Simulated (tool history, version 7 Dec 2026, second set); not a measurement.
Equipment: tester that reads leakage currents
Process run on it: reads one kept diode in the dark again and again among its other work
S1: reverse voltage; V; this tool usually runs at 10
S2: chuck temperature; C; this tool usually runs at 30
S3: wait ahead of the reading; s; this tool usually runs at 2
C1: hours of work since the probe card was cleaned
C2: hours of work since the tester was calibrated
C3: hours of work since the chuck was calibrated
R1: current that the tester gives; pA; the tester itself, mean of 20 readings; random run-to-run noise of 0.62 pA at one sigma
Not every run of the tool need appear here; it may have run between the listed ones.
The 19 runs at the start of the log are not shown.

| run | hour | S1 | S2 | S3 | C1 | C2 | C3 | R1 |
|---|---|---|---|---|---|---|---|---|
| 20 | 992.7 | 2.4 | 30 | 2 | 975 | 2401 | 253 | 107.22 |
| 21 | 1057.8 | 4.2 | 30 | 0.44 | 1020 | 2446 | 297 | 139.68 |
| 22 | 1112.5 | 1.4 | 30 | 0.33 | 1057 | 2484 | 335 | 84.08 |
| 23 | 1149 | 5.1 | 20 | 1.34 | 1082 | 2509 | 360 | 65.53 |
| 24 | 1183.2 | 5.1 | 20 | 3.12 | 1106 | 2532 | 383 | 65.39 |
| 25 | 1230.2 | 5.1 | 22 | 0.42 | 1138 | 2564 | 416 | 79.75 |
| 26 | 1284.3 | 10 | 30 | 1.15 | 1175 | 2602 | 453 | 208.44 |
|  | 1311.6 | probe card cleaned and baked |
| 27 | 1353.6 | 10.3 | 30 | 0.67 | 29 | 2647 | 498 | 209.96 |
| 28 | 1393 | 10 | 26 | 2.39 | 56 | 2674 | 525 | 147.09 |
| 29 | 1450.1 | 10 | 26 | 2.39 | 95 | 2713 | 564 | 146.76 |
| 30 | 1488.9 | 4.2 | 46 | 1.85 | 122 | 2740 | 591 | 477.62 |
| 31 | 1540.3 | 4.2 | 46 | 1.85 | 157 | 2775 | 626 | 477.05 |
| 32 | 1575.6 | 1.7 | 34 | 5 | 181 | 2799 | 650 | 124.81 |
| 33 | 1634.2 | 5.5 | 36 | 3.76 | 221 | 2840 | 691 | 249.43 |
| 34 | 1690.3 | 7.8 | 32 | 1.88 | 260 | 2878 | 729 | 213.56 |
| 35 | 1745.9 | 5.5 | 25 | 0.58 | 298 | 2916 | 767 | 102.53 |
| 36 | 1792.8 | 5.5 | 25 | 0.58 | 330 | 2948 | 800 | 102.56 |
| 37 | 1858.9 | 2.7 | 22 | 2 | 376 | 2994 | 845 | 55.92 |
| 38 | 1922.4 | 10 | 24 | 1.1 | 419 | 3037 | 888 | 124.51 |
| 39 | 1950.9 | 10 | 37 | 2 | 439 | 3057 | 908 | 356.58 |

Below are 4 alternative next runs, each starting from the tool's condition after run 39. Predict each:
| A | 1989.5 | 3.6 | 30 | 2.54 | 465 | 3083 | 935 | ? |
| B | 1989.5 | 4.9 | 28 | 8.68 | 465 | 3083 | 935 | ? |
| C | 1989.5 | 10 | 53 | 2.99 | 465 | 3083 | 935 | ? |
| D | 1989.5 | 10 | 37 | 0.32 | 465 | 3083 | 935 | ? |

| run | R1 |
|---|---|
| A | 125.34 |
| B | 122.99 |
| C | 1177.47 |
| D | 360.47 |
Without the tool's unlogged condition, the same runs would have read:
| run | R1 |
|---|---|
| A | 127.19 |
| B | 124.72 |
| C | 1192 |
| D | 365.12 |
